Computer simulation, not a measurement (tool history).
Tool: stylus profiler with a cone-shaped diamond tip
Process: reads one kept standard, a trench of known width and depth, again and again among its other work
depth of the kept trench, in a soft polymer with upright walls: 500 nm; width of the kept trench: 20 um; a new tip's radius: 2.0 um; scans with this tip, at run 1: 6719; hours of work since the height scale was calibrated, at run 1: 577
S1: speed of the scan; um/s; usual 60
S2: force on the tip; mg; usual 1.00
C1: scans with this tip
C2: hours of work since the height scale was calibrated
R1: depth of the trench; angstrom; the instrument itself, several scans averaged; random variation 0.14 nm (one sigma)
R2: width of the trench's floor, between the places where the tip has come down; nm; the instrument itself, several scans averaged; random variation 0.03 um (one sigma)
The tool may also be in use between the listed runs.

run     day   S1    S2     C1   C2      R1     R2
  1   0.000   60  1.00   6719  577  5025.6  16590
  2   1.275   60  1.00   6976  599  5021.3  16560
  3   2.004  140  1.00   7124  611  5027.3  16180
  4   2.746  140  1.00   7273  624  5024.4  16130
  5   3.342   60  1.74   7393  634  5031.6  16630
  6   4.621  156  1.00   7651  657  5026.9  16070
  7   5.421  156  1.00   7812  670  5024.0  16050
  8   6.071  156  1.00   7944  682  5025.5  16030
  9   7.038   60  1.04   8138  698  5025.2  16520
 10   7.883  222  1.00   8309  713  5024.9  15720
 11   9.183  222  1.00   8571  736  5026.0  15690
 12  10.417  222  1.00   8819  757  5027.1  15640
 13  11.612  222  1.00   9061  778  5027.6  15640
 14  12.412   60  1.00   9222  791  5028.7  16450
 15  13.467   60  1.00   9435  810  5026.6  16410
 16  14.029   60  0.63   9548  819  5021.8  16320
 17  14.588   60  0.63   9661  829  5022.5  16370
     14.708  -- height scale calibrated on a step standard
 18  15.542   72  1.00   9849   14  5029.8  16320
 19  16.508   60  1.00  10044   31  5027.8  16370
 20  17.204   60  1.00  10184   43  5030.2  16370
     17.450  -- height scale calibrated on a step standard, once more
 21  18.517   60  1.00  10445   18  5017.3  16380
 22  19.250   31  1.00  10593   31  5017.2  16410
 23  20.392  210  0.49  10823   51  5010.9  15210
 24  21.250  210  0.49  10996   66  5010.5  15150
 25  22.525   60  0.66  11253   88  5013.2  16180
 26  23.850   68  0.65  11521  111  5014.9  16170
 27  24.546   52  2.17  11661  123  5027.9  16380
 28  25.500   52  2.17  11854  139  5029.1  16370
 29  26.433   16  0.44  12042  155  5011.5  16430
 30  27.321  130  0.46  12221  171  5010.9  15620
 31  28.546  101  0.62  12468  192  5014.7  15910
 32  29.662   81  1.13  12693  211  5019.0  16140
 33  30.425   81  1.13  12846  225  5019.1  16120
 34  31.688   81  1.13  13101  246  5019.1  16120
 35  32.575  216  1.31  13280  262  5021.5  15530
 36  33.579   44  0.79  13482  279  5015.0  16250
 37  34.633   48  0.87  13695  297  5020.2  16160
 38  35.662   48  1.82  13903  315  5026.9  16240
 39  36.667   48  1.82  14105  333  5028.1  16270
 40  37.938   31  2.33  14362  355  5031.4  16290

Forecast each of these 3 alternatives for the next run:
  A  39.229  90  1.98  14622  377   ?   ?
  B  39.229  31  1.08  14622  377   ?   ?
  C  39.229  60  0.53  14622  377   ?   ?

run      R1     R2
  A  5030.6  16090
  B  5018.8  16250
  C  5014.2  16010
Without the tool's hidden state the same runs would have given:
run      R1     R2
  A  5028.5  17060
  B  5016.7  17220
  C  5012.1  16990

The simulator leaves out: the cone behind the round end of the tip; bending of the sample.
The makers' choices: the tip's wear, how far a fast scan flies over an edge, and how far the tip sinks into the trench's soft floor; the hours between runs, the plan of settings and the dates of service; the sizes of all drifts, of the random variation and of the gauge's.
